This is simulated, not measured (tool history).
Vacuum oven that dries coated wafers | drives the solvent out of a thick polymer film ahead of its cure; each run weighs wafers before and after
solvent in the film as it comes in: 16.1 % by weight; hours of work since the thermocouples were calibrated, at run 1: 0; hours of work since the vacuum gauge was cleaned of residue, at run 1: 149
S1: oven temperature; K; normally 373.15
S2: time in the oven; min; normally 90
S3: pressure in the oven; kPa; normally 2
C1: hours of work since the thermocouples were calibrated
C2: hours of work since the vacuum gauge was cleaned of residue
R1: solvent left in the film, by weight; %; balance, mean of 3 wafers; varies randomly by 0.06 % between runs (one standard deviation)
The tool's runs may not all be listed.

{"run": 1, "hour": 0.0, "S1": 373.15, "S2": 90, "S3": 2, "C1": 0, "C2": 149, "R1": 5.5}
{"run": 2, "hour": 93.8, "S1": 373.15, "S2": 90, "S3": 2, "C1": 59, "C2": 209, "R1": 5.61}
{"run": 3, "hour": 220.2, "S1": 373.15, "S2": 90, "S3": 2, "C1": 140, "C2": 289, "R1": 5.51}
{"run": 4, "hour": 294.7, "S1": 373.15, "S2": 90, "S3": 2, "C1": 187, "C2": 336, "R1": 5.5}
{"run": 5, "hour": 384.6, "S1": 382.15, "S2": 90, "S3": 2, "C1": 244, "C2": 393, "R1": 3.5}
{"run": 6, "hour": 505.3, "S1": 373.15, "S2": 90, "S3": 1.12, "C1": 320, "C2": 470, "R1": 3.69}
{"run": 7, "hour": 615.9, "S1": 373.15, "S2": 90, "S3": 1.12, "C1": 391, "C2": 540, "R1": 3.64}
{"run": 8, "hour": 714.5, "S1": 381.15, "S2": 90, "S3": 5.14, "C1": 453, "C2": 602, "R1": 8.83}
{"run": 9, "hour": 824.1, "S1": 379.15, "S2": 90, "S3": 3.31, "C1": 523, "C2": 672, "R1": 6.17}
{"run": 10, "hour": 889.7, "S1": 379.15, "S2": 90, "S3": 3.31, "C1": 564, "C2": 713, "R1": 6.41}
{"run": 11, "hour": 999.7, "S1": 379.15, "S2": 53, "S3": 2.54, "C1": 634, "C2": 783, "R1": 6}
{"run": 12, "hour": 1121.4, "S1": 373.15, "S2": 72, "S3": 2, "C1": 711, "C2": 860, "R1": 5.93}
{"run": 13, "hour": 1228.7, "S1": 373.15, "S2": 72, "S3": 2, "C1": 779, "C2": 928, "R1": 6.08}
{"run": 14, "hour": 1312.6, "S1": 373.15, "S2": 98, "S3": 7.16, "C1": 832, "C2": 982, "R1": 15.85}

Here are 3 independent what-if runs from the current tool condition. What would each one return?
{"run": "A", "hour": 1422.1, "S1": 376.15, "S2": 90, "S3": 2, "C1": 902, "C2": 1051, "R1": "?"}
{"run": "B", "hour": 1422.1, "S1": 373.15, "S2": 86, "S3": 2, "C1": 902, "C2": 1051, "R1": "?"}
{"run": "C", "hour": 1422.1, "S1": 375.15, "S2": 104, "S3": 1.91, "C1": 902, "C2": 1051, "R1": "?"}

run=A R1=4.68
run=B R1=5.6
run=C R1=4.46
Had the tool no hidden state, the same runs would have come out as:
run=A R1=4.66
run=B R1=5.58
run=C R1=4.44
